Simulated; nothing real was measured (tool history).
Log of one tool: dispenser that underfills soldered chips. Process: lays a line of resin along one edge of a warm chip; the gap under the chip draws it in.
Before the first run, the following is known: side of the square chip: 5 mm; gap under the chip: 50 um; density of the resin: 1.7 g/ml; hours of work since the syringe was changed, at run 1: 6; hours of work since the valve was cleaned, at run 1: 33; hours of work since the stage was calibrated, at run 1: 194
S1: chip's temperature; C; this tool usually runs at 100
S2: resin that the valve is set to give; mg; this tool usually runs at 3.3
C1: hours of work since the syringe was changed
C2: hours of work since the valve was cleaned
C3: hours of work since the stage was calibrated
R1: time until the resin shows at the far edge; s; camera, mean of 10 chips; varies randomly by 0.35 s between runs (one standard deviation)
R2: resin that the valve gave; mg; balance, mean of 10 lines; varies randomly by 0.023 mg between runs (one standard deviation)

{"run": 1, "day": 0.0, "S1": 100, "S2": 3.3, "C1": 6, "C2": 33, "C3": 194, "R1": 26.3, "R2": 3.19}
{"day": 0.312, "done": "new syringe of resin"}
{"run": 2, "day": 0.354, "S1": 100, "S2": 3.3, "C1": 1, "C2": 39, "C3": 200, "R1": 19, "R2": 3.23}
{"run": 3, "day": 0.7, "S1": 100, "S2": 3.3, "C1": 7, "C2": 45, "C3": 206, "R1": 27.3, "R2": 3.2}
{"day": 0.942, "done": "new syringe of resin"}
{"run": 4, "day": 1.379, "S1": 100, "S2": 3.3, "C1": 7, "C2": 56, "C3": 217, "R1": 28.6, "R2": 3.17}
{"day": 1.575, "done": "new syringe of resin"}
{"run": 5, "day": 1.796, "S1": 100, "S2": 3.3, "C1": 4, "C2": 63, "C3": 224, "R1": 22.5, "R2": 3.19}
{"day": 2.212, "done": "new syringe of resin"}
{"run": 6, "day": 2.217, "S1": 100, "S2": 3.3, "C1": 0, "C2": 70, "C3": 231, "R1": 18.6, "R2": 3.17}
{"day": 2.825, "done": "new syringe of resin"}
{"run": 7, "day": 2.842, "S1": 100, "S2": 3.3, "C1": 0, "C2": 80, "C3": 241, "R1": 19.2, "R2": 3.1}
{"day": 3.454, "done": "new syringe of resin"}
{"run": 8, "day": 3.533, "S1": 100, "S2": 3.3, "C1": 1, "C2": 92, "C3": 252, "R1": 19.8, "R2": 3.06}
{"day": 4.079, "done": "new syringe of resin"}
{"run": 9, "day": 4.188, "S1": 100, "S2": 3.3, "C1": 2, "C2": 103, "C3": 263, "R1": 21, "R2": 3.07}
{"day": 4.721, "done": "new syringe of resin"}
{"run": 10, "day": 4.829, "S1": 100, "S2": 3.23, "C1": 2, "C2": 113, "C3": 274, "R1": 19.6, "R2": 2.97}
{"run": 11, "day": 5.317, "S1": 100, "S2": 3.23, "C1": 10, "C2": 122, "C3": 282, "R1": 32.2, "R2": 2.98}
{"day": 5.383, "done": "new syringe of resin"}
{"run": 12, "day": 5.767, "S1": 100, "S2": 3.23, "C1": 6, "C2": 129, "C3": 290, "R1": 26.3, "R2": 2.92}
{"day": 6.0, "done": "new syringe of resin"}
{"day": 6.521, "done": "dispensing valve cleaned and set on the balance"}
{"run": 13, "day": 6.538, "S1": 100, "S2": 3.23, "C1": 8, "C2": 0, "C3": 302, "R1": 28.8, "R2": 3.23}
{"day": 6.688, "done": "new syringe of resin"}
{"run": 14, "day": 6.95, "S1": 100, "S2": 3.23, "C1": 4, "C2": 7, "C3": 308, "R1": 23.9, "R2": 3.22}
{"day": 7.346, "done": "new syringe of resin"}
{"run": 15, "day": 7.646, "S1": 100, "S2": 3.23, "C1": 5, "C2": 19, "C3": 320, "R1": 23.5, "R2": 3.21}
{"day": 7.967, "done": "new syringe of resin"}
{"run": 16, "day": 8.179, "S1": 103, "S2": 4.16, "C1": 4, "C2": 27, "C3": 329, "R1": 20.3, "R2": 4.09}
{"day": 8.617, "done": "new syringe of resin"}
{"run": 17, "day": 8.908, "S1": 111, "S2": 3.04, "C1": 5, "C2": 39, "C3": 341, "R1": 16.4, "R2": 2.92}
{"day": 9.246, "done": "new syringe of resin"}
{"run": 18, "day": 9.588, "S1": 91, "S2": 2.84, "C1": 6, "C2": 51, "C3": 352, "R1": 35.3, "R2": 2.71}
{"day": 9.871, "done": "new syringe of resin"}
{"run": 19, "day": 9.933, "S1": 91, "S2": 2.84, "C1": 1, "C2": 56, "C3": 358, "R1": 27, "R2": 2.7}
{"day": 10.496, "done": "new syringe of resin"}
{"run": 20, "day": 10.662, "S1": 96, "S2": 2.83, "C1": 3, "C2": 68, "C3": 370, "R1": 24.5, "R2": 2.7}
{"day": 11.154, "done": "new syringe of resin"}
{"run": 21, "day": 11.258, "S1": 113, "S2": 3.02, "C1": 2, "C2": 78, "C3": 380, "R1": 13, "R2": 2.83}
{"run": 22, "day": 11.562, "S1": 100, "S2": 2.94, "C1": 7, "C2": 83, "C3": 385, "R1": 27.6, "R2": 2.81}
{"day": 11.783, "done": "new syringe of resin"}
{"run": 23, "day": 11.988, "S1": 108, "S2": 3.94, "C1": 3, "C2": 90, "C3": 392, "R1": 16.8, "R2": 3.71}
{"run": 24, "day": 12.321, "S1": 91, "S2": 3.28, "C1": 9, "C2": 96, "C3": 397, "R1": 40.6, "R2": 3.04}
{"day": 12.421, "done": "new syringe of resin"}
{"run": 25, "day": 12.883, "S1": 91, "S2": 3.28, "C1": 8, "C2": 105, "C3": 407, "R1": 39.2, "R2": 3.03}
{"day": 13.067, "done": "new syringe of resin"}
{"run": 26, "day": 13.512, "S1": 87, "S2": 4.14, "C1": 7, "C2": 116, "C3": 417, "R1": 44, "R2": 3.83}
{"day": 13.721, "done": "new syringe of resin"}
{"run": 27, "day": 14.254, "S1": 87, "S2": 4.14, "C1": 9, "C2": 128, "C3": 430, "R1": 46.3, "R2": 3.79}
{"day": 14.342, "done": "new syringe of resin"}
{"run": 28, "day": 14.904, "S1": 87, "S2": 4.14, "C1": 9, "C2": 139, "C3": 440, "R1": 48, "R2": 3.73}

Branching from run 28: 4 alternative next runs. What would each branch give?
{"day": 14.979, "done": "new syringe of resin"}
{"day": 15.075, "done": "dispensing valve cleaned and set on the balance"}
{"run": "A", "day": 15.517, "S1": 88, "S2": 3.83, "C1": 8, "C2": 7, "C3": 450, "R1": "?", "R2": "?"}
{"day": 14.979, "done": "new syringe of resin"}
{"day": 15.075, "done": "dispensing valve cleaned and set on the balance"}
{"run": "B", "day": 15.517, "S1": 89, "S2": 3.9, "C1": 8, "C2": 7, "C3": 450, "R1": "?", "R2": "?"}
{"day": 14.979, "done": "new syringe of resin"}
{"day": 15.075, "done": "dispensing valve cleaned and set on the balance"}
{"run": "C", "day": 15.517, "S1": 99, "S2": 4.19, "C1": 8, "C2": 7, "C3": 450, "R1": "?", "R2": "?"}
{"day": 14.979, "done": "new syringe of resin"}
{"day": 15.075, "done": "dispensing valve cleaned and set on the balance"}
{"run": "D", "day": 15.517, "S1": 108, "S2": 4.26, "C1": 8, "C2": 7, "C3": 450, "R1": "?", "R2": "?"}

run=A R1=42.9 R2=3.81
run=B R1=41.2 R2=3.86
run=C R1=29.1 R2=4.22
run=D R1=21.6 R2=4.19
Take away the tool's hidden state, keep each run's random variation, and the runs would have read:
run=A R1=28.8 R2=3.83
run=B R1=27.6 R2=3.89
run=C R1=19.5 R2=4.25
run=D R1=14.4 R2=4.22
